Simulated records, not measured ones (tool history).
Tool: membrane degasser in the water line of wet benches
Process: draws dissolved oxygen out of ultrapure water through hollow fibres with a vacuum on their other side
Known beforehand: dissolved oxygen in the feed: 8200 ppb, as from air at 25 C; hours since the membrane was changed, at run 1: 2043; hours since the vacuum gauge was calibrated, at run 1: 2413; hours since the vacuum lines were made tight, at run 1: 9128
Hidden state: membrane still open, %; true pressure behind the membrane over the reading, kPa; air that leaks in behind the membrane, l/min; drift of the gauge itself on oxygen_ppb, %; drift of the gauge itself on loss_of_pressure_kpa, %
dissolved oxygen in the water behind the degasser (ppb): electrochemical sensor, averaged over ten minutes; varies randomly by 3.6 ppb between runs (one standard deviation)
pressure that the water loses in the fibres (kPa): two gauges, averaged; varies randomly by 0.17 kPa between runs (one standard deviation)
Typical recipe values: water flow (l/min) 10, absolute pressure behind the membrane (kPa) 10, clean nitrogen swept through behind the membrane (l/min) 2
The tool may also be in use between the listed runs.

run	hour	water flow (l/min)	absolute pressure behind the membrane (kPa)	clean nitrogen swept through behind the membrane (l/min)	hours since the membrane was changed	hours since the vacuum gauge was calibrated	hours since the vacuum lines were made tight	dissolved oxygen in the water behind the degasser (ppb)	pressure that the water loses in the fibres (kPa)
1	0	10	10	2	2043	2413	9128	369.4	37.15
2	51	10	10	2	2094	2464	9179	369.5	37.32
3	116.2	10	10	2	2159	2529	9244	370.7	37.36
4	165.9	14	10	2	2209	2579	9294	786.9	52.25
5	233.7	14	10	2	2277	2647	9361	787.3	52.15
6	296.7	14	10	2	2340	2710	9424	760.8	52.52
7	359.8	14	10	2	2403	2773	9487	763.5	52.29
8	430.1	10	8.6	2	2473	2843	9558	358.9	37.28
9	475.9	9	8.6	2	2519	2889	9604	273.2	33.66
10	544.8	9	8.6	2	2588	2958	9672	276.3	33.91
11	617.3	9	8.6	4.44	2660	3031	9745	239.1	33.6
12	665.8	9	8.6	4.44	2709	3079	9794	243.3	33.64
13	729.5	9	8.6	4.44	2772	3143	9857	243.8	33.45
14	774.3	10	10	0.88	2817	3188	9902	461.2	37.47
15	811.4	12	17.1	3.01	2854	3225	9939	592	44.47
16	872.1	10	10	3.6	2915	3285	10000	339	37.55
17	926	10	10	3.6	2969	3339	10054	344.8	37.52
18	978.7	8	10.5	1.9	3022	3392	10106	222.6	29.76
19	1023.2	8	10.5	1.9	3066	3436	10151	218.7	29.88
20	1093.3	10	10	3.68	3136	3507	10221	338.1	37.2
21	1152.9	10	10	3.68	3196	3566	10281	344.5	37.31
22	1216.9	15	16.8	2	3260	3630	10345	978	56.03
23	1289.4	14	6	2	3332	3703	10417	716.1	52.23
24	1329.8	10	10.4	1.04	3373	3743	10457	449.5	37.33
25	1396.3	10	10.4	1.04	3439	3810	10524	452.5	37.55

Branching from run 25: 5 alternative next runs. What would each branch give?
A	1433.5	7	9.3	1.2	3477	3847	10561	?	?
B	1433.5	15	10.4	1.04	3477	3847	10561	?	?
C	1433.5	14	15.8	1.04	3477	3847	10561	?	?
D	1433.5	7	10	2.54	3477	3847	10561	?	?
E	1433.5	6	8.5	0.94	3477	3847	10561	?	?

run	dissolved oxygen in the water behind the degasser (ppb)	pressure that the water loses in the fibres (kPa)
A	180.6	25.81
B	1004.3	56.32
C	998.3	52.47
D	138.4	26.4
E	132.7	22.47
With the hidden condition removed and each run's random variation left untouched, the same runs would have given:
run	dissolved oxygen in the water behind the degasser (ppb)	pressure that the water loses in the fibres (kPa)
A	171.8	25.54
B	980.5	55.72
C	974.4	51.91
D	131.6	26.13
E	125.1	22.24
